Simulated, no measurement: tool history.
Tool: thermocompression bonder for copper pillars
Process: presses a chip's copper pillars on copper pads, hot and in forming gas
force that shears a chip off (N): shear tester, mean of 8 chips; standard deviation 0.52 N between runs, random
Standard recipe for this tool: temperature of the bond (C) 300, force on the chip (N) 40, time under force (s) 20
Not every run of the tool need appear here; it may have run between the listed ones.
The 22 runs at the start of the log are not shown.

run,hour,temperature of the bond (C),force on the chip (N),time under force (s),hours of work since the heater was calibrated,hours of work since the force cell was calibrated,hours of work since the gas filter was changed,force that shears a chip off (N)
23,453.5,310,40,20,837,581,277,66.2
24,479.4,310,24,30,853,597,293,58.3
25,495.5,310,24,30,863,607,303,56.4
26,508.3,276,57,33,871,615,310,64.4
27,521.4,276,57,33,879,623,318,65.1
28,547.1,276,57,33,894,638,334,63.9
# hour 554.2: forming gas filter changed
29,574.4,270,57,29,911,655,12,65.9
30,594.3,326,26,29,923,667,24,76.1
31,608.2,325,35,31,932,675,33,85.5
32,632.4,286,53,16,946,690,48,62.9
33,657.3,300,42,14,961,705,63,61.8
34,673.4,287,24,14,971,715,73,36.8
35,689.9,286,40,57,981,725,83,76.5
36,715.3,274,26,39,997,741,98,47.7
37,734.7,302,58,26,1009,753,110,82.6
38,751.0,302,58,26,1019,763,120,82.6
39,777.5,300,45,32,1035,779,136,77.4
40,790.1,300,45,32,1043,786,144,76.8

4 ways to go on from here, each from the tool as it stands after run 40. What would each give?
A,810.2,308,35,20,1055,799,156,?
B,810.2,300,40,30,1055,799,156,?
C,810.2,321,39,32,1055,799,156,?
D,810.2,311,35,32,1055,799,156,?

run,force that shears a chip off (N)
A,64.9
B,72.0
C,82.2
D,74.7
Without the tool's hidden state the same runs would have given:
run,force that shears a chip off (N)
A,60.7
B,68.1
C,80.5
D,71.5
